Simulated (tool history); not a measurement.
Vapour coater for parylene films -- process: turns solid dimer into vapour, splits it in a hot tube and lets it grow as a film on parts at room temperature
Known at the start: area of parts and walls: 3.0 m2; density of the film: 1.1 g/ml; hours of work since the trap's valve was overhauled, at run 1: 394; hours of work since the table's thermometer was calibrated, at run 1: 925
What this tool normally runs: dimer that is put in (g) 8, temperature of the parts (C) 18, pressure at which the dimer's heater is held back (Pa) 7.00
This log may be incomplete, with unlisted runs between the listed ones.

| run | day | dimer that is put in (g) | temperature of the parts (C) | pressure at which the dimer's heater is held back (Pa) | hours of work since the trap's valve was overhauled | hours of work since the table's thermometer was calibrated | thickness of the film (nm) |
|---|---|---|---|---|---|---|---|
| 1 | 0.000 | 8 | 18 | 7.00 | 394 | 925 | 1598 |
| 2 | 0.692 | 8 | 18 | 7.00 | 409 | 939 | 1590 |
| 3 | 1.758 | 8 | 18 | 7.00 | 431 | 962 | 1587 |
| 4 | 2.667 | 8 | 18 | 7.00 | 450 | 981 | 1576 |
| 5 | 3.575 | 8 | 18 | 7.00 | 469 | 1000 | 1569 |
| 6 | 4.396 | 8 | 12 | 7.00 | 487 | 1017 | 2081 |
|  | 5.242 | trap's valve overhauled |
| 7 | 5.400 | 10 | 18 | 7.00 | 3 | 1035 | 1823 |
| 8 | 6.338 | 6 | 18 | 7.00 | 23 | 1055 | 1091 |
| 9 | 7.258 | 6 | 18 | 7.00 | 43 | 1074 | 1090 |
| 10 | 8.046 | 6 | 18 | 7.00 | 59 | 1091 | 1082 |
| 11 | 8.683 | 6 | 18 | 7.00 | 73 | 1104 | 1086 |
| 12 | 9.333 | 6 | 18 | 7.00 | 86 | 1118 | 1084 |
|  | 10.262 | trap's valve overhauled, once more |
| 13 | 10.262 | 6 | 18 | 6.56 | 0 | 1134 | 1322 |
| 14 | 11.150 | 8 | 15 | 7.00 | 19 | 1153 | 1993 |
| 15 | 12.092 | 8 | 15 | 7.00 | 39 | 1173 | 1995 |
| 16 | 12.954 | 8 | 25 | 7.00 | 57 | 1191 | 1236 |
| 17 | 13.712 | 8 | 25 | 7.00 | 73 | 1207 | 1235 |
| 18 | 14.192 | 8 | 18 | 7.00 | 83 | 1217 | 1717 |
| 19 | 15.196 | 8 | 18 | 7.00 | 104 | 1238 | 1705 |
| 20 | 15.908 | 8 | 18 | 7.00 | 119 | 1253 | 1717 |
| 21 | 16.433 | 8 | 18 | 7.00 | 130 | 1264 | 1705 |
| 22 | 17.508 | 8 | 18 | 7.00 | 153 | 1287 | 1696 |
| 23 | 18.275 | 8 | 18 | 7.00 | 169 | 1303 | 1696 |
| 24 | 18.983 | 8 | 18 | 7.00 | 184 | 1318 | 1688 |
| 25 | 19.858 | 8 | 18 | 7.00 | 202 | 1337 | 1683 |
| 26 | 20.546 | 8 | 18 | 7.00 | 217 | 1351 | 1685 |
| 27 | 21.362 | 9 | 28 | 2.06 | 234 | 1368 | 1538 |
| 28 | 22.071 | 8 | 14 | 9.64 | 249 | 1383 | 1889 |
| 29 | 22.762 | 7 | 12 | 2.37 | 264 | 1398 | 1980 |
| 30 | 23.883 | 7 | 12 | 2.37 | 287 | 1422 | 1956 |
| 31 | 24.438 | 7 | 12 | 2.37 | 299 | 1433 | 1971 |
| 32 | 25.529 | 7 | 12 | 2.37 | 322 | 1456 | 1948 |
| 33 | 26.462 | 7 | 12 | 2.37 | 342 | 1476 | 1950 |
| 34 | 27.567 | 8 | 12 | 7.00 | 365 | 1499 | 2192 |
| 35 | 28.171 | 8 | 17 | 3.13 | 378 | 1512 | 2045 |
| 36 | 28.650 | 8 | 17 | 3.13 | 388 | 1522 | 2047 |
|  | 29.379 | table's thermometer calibrated |
| 37 | 29.471 | 8 | 17 | 3.13 | 404 | 2 | 1935 |
| 38 | 30.621 | 10 | 17 | 2.27 | 429 | 26 | 2580 |
| 39 | 31.325 | 14 | 13 | 2.27 | 443 | 41 | 3827 |
| 40 | 32.342 | 8 | 18 | 11.13 | 465 | 62 | 1389 |
| 41 | 33.388 | 4 | 23 | 4.38 | 487 | 85 | 675 |
|  | 34.217 | trap's valve overhauled |
| 42 | 34.512 | 9 | 23 | 6.66 | 6 | 105 | 1500 |
| 43 | 35.075 | 9 | 23 | 6.66 | 18 | 117 | 1484 |
| 44 | 35.667 | 9 | 23 | 6.66 | 31 | 129 | 1489 |
| 45 | 36.596 | 9 | 23 | 6.66 | 50 | 149 | 1473 |
| 46 | 37.721 | 9 | 19 | 10.14 | 74 | 173 | 1640 |
| 47 | 38.546 | 5 | 19 | 10.14 | 91 | 190 | 900 |

Here are 3 independent what-if runs from the current tool condition. What would each one return?
| A | 39.512 | 6 | 19 | 10.14 | 112 | 210 | ? |
| B | 39.512 | 8 | 18 | 8.83 | 112 | 210 | ? |
| C | 39.512 | 8 | 18 | 2.16 | 112 | 210 | ? |

| run | thickness of the film (nm) |
|---|---|
| A | 1078 |
| B | 1569 |
| C | 2116 |
Without the tool's unlogged condition, the same runs would have read:
| run | thickness of the film (nm) |
|---|---|
| A | 1094 |
| B | 1591 |
| C | 2146 |

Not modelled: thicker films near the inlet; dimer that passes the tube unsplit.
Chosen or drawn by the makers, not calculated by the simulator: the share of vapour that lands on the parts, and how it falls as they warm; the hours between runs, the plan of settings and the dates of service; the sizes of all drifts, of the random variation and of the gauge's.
